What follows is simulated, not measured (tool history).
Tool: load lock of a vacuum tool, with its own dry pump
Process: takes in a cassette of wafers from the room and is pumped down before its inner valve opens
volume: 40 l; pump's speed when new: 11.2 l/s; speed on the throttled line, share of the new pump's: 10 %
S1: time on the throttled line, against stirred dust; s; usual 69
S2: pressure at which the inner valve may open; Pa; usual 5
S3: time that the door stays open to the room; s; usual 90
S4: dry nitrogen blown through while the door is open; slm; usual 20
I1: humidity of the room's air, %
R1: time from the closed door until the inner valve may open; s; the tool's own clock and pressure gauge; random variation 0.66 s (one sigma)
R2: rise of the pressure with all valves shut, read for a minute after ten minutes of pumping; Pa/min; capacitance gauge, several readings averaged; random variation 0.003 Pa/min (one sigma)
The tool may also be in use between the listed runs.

{"run": 1, "hour": 0.0, "S1": 69, "S2": 5, "S3": 90, "S4": 20, "I1": 44.7, "R1": 97.8, "R2": 0.035}
{"run": 2, "hour": 146.7, "S1": 69, "S2": 5, "S3": 90, "S4": 20, "I1": 44.4, "R1": 99.1, "R2": 0.034}
{"run": 3, "hour": 255.9, "S1": 65, "S2": 5, "S3": 90, "S4": 20, "I1": 44.5, "R1": 94.9, "R2": 0.035}
{"run": 4, "hour": 352.3, "S1": 121, "S2": 5, "S3": 90, "S4": 20, "I1": 43.4, "R1": 145.1, "R2": 0.033}
{"run": 5, "hour": 529.8, "S1": 121, "S2": 6, "S3": 90, "S4": 20, "I1": 46.1, "R1": 143.8, "R2": 0.04}
{"run": 6, "hour": 702.5, "S1": 89, "S2": 6, "S3": 90, "S4": 20, "I1": 47.4, "R1": 115.6, "R2": 0.039}
{"run": 7, "hour": 834.8, "S1": 89, "S2": 6, "S3": 90, "S4": 20, "I1": 45.4, "R1": 115.4, "R2": 0.032}
{"run": 8, "hour": 938.9, "S1": 43, "S2": 5, "S3": 90, "S4": 20, "I1": 45.1, "R1": 74.4, "R2": 0.036}
{"run": 9, "hour": 1021.2, "S1": 69, "S2": 5, "S3": 90, "S4": 20, "I1": 47.4, "R1": 98.6, "R2": 0.036}
{"run": 10, "hour": 1155.8, "S1": 69, "S2": 5, "S3": 90, "S4": 20, "I1": 44.2, "R1": 98.9, "R2": 0.037}
{"run": 11, "hour": 1290.9, "S1": 69, "S2": 5, "S3": 90, "S4": 20, "I1": 43.3, "R1": 99.6, "R2": 0.041}
{"run": 12, "hour": 1437.8, "S1": 69, "S2": 5, "S3": 90, "S4": 20, "I1": 41.6, "R1": 98.5, "R2": 0.032}
{"run": 13, "hour": 1534.5, "S1": 69, "S2": 5, "S3": 90, "S4": 20, "I1": 47.1, "R1": 99.0, "R2": 0.042}
{"run": 14, "hour": 1696.3, "S1": 69, "S2": 5, "S3": 90, "S4": 20, "I1": 45.0, "R1": 98.7, "R2": 0.042}
{"run": 15, "hour": 1836.5, "S1": 69, "S2": 5, "S3": 90, "S4": 20, "I1": 44.5, "R1": 98.6, "R2": 0.041}
{"run": 16, "hour": 1976.8, "S1": 69, "S2": 5, "S3": 90, "S4": 20, "I1": 44.0, "R1": 97.6, "R2": 0.039}
{"run": 17, "hour": 2061.7, "S1": 69, "S2": 5, "S3": 90, "S4": 20, "I1": 42.3, "R1": 98.9, "R2": 0.035}
{"run": 18, "hour": 2224.4, "S1": 69, "S2": 5, "S3": 90, "S4": 20, "I1": 45.0, "R1": 98.0, "R2": 0.034}
{"run": 19, "hour": 2309.5, "S1": 69, "S2": 5, "S3": 90, "S4": 20, "I1": 44.2, "R1": 97.9, "R2": 0.036}
{"run": 20, "hour": 2407.4, "S1": 69, "S2": 4, "S3": 70, "S4": 45, "I1": 46.4, "R1": 99.9, "R2": 0.024}
{"run": 21, "hour": 2580.8, "S1": 69, "S2": 5, "S3": 222, "S4": 20, "I1": 45.9, "R1": 97.3, "R2": 0.061}
{"hour": 2651.3, "done": "door's seal changed, seat wiped"}
{"run": 22, "hour": 2732.6, "S1": 69, "S2": 5, "S3": 222, "S4": 5, "I1": 46.1, "R1": 99.3, "R2": 0.094}
{"run": 23, "hour": 2862.0, "S1": 69, "S2": 5, "S3": 222, "S4": 5, "I1": 46.3, "R1": 99.1, "R2": 0.099}
{"run": 24, "hour": 3003.5, "S1": 74, "S2": 5, "S3": 186, "S4": 20, "I1": 43.4, "R1": 102.4, "R2": 0.049}
{"run": 25, "hour": 3151.5, "S1": 69, "S2": 10, "S3": 44, "S4": 20, "I1": 42.4, "R1": 94.7, "R2": 0.025}
{"run": 26, "hour": 3285.4, "S1": 76, "S2": 5, "S3": 60, "S4": 20, "I1": 41.9, "R1": 104.2, "R2": 0.029}
{"run": 27, "hour": 3394.0, "S1": 107, "S2": 6, "S3": 98, "S4": 25, "I1": 42.7, "R1": 132.4, "R2": 0.034}
{"hour": 3412.9, "done": "dry pump taken out, an overhauled one fitted"}
{"run": 28, "hour": 3548.8, "S1": 69, "S2": 8, "S3": 140, "S4": 5, "I1": 44.7, "R1": 96.4, "R2": 0.07}
{"run": 29, "hour": 3716.9, "S1": 69, "S2": 10, "S3": 140, "S4": 5, "I1": 42.2, "R1": 94.9, "R2": 0.068}
{"run": 30, "hour": 3880.9, "S1": 50, "S2": 10, "S3": 135, "S4": 22, "I1": 44.0, "R1": 78.3, "R2": 0.04}
{"run": 31, "hour": 3956.2, "S1": 90, "S2": 5, "S3": 135, "S4": 22, "I1": 45.8, "R1": 115.9, "R2": 0.04}
{"run": 32, "hour": 4054.9, "S1": 90, "S2": 5, "S3": 135, "S4": 22, "I1": 42.1, "R1": 117.2, "R2": 0.038}
{"run": 33, "hour": 4226.7, "S1": 90, "S2": 5, "S3": 135, "S4": 22, "I1": 43.3, "R1": 118.1, "R2": 0.041}
{"run": 34, "hour": 4308.8, "S1": 90, "S2": 5, "S3": 135, "S4": 22, "I1": 44.5, "R1": 117.3, "R2": 0.041}
{"run": 35, "hour": 4471.0, "S1": 107, "S2": 7, "S3": 96, "S4": 26, "I1": 42.7, "R1": 131.5, "R2": 0.032}
{"run": 36, "hour": 4644.9, "S1": 71, "S2": 8, "S3": 90, "S4": 5, "I1": 43.0, "R1": 98.5, "R2": 0.056}

5 ways to go on from here, each from the tool as it stands after run 36. What would each give?
{"run": "A", "hour": 4826.1, "S1": 95, "S2": 5, "S3": 93, "S4": 20, "I1": 44.4, "R1": "?", "R2": "?"}
{"run": "B", "hour": 4826.1, "S1": 114, "S2": 8, "S3": 109, "S4": 45, "I1": 47.4, "R1": "?", "R2": "?"}
{"run": "C", "hour": 4826.1, "S1": 71, "S2": 8, "S3": 143, "S4": 5, "I1": 44.7, "R1": "?", "R2": "?"}
{"run": "D", "hour": 4826.1, "S1": 65, "S2": 8, "S3": 41, "S4": 18, "I1": 44.9, "R1": "?", "R2": "?"}
{"run": "E", "hour": 4826.1, "S1": 48, "S2": 9, "S3": 90, "S4": 26, "I1": 40.9, "R1": "?", "R2": "?"}

run=A R1=122.4 R2=0.030
run=B R1=136.8 R2=0.032
run=C R1=98.2 R2=0.070
run=D R1=92.3 R2=0.028
run=E R1=76.9 R2=0.024
Without the tool's hidden state the same runs would have given:
run=A R1=122.3 R2=0.030
run=B R1=136.8 R2=0.032
run=C R1=98.2 R2=0.070
run=D R1=92.3 R2=0.028
run=E R1=76.9 R2=0.024

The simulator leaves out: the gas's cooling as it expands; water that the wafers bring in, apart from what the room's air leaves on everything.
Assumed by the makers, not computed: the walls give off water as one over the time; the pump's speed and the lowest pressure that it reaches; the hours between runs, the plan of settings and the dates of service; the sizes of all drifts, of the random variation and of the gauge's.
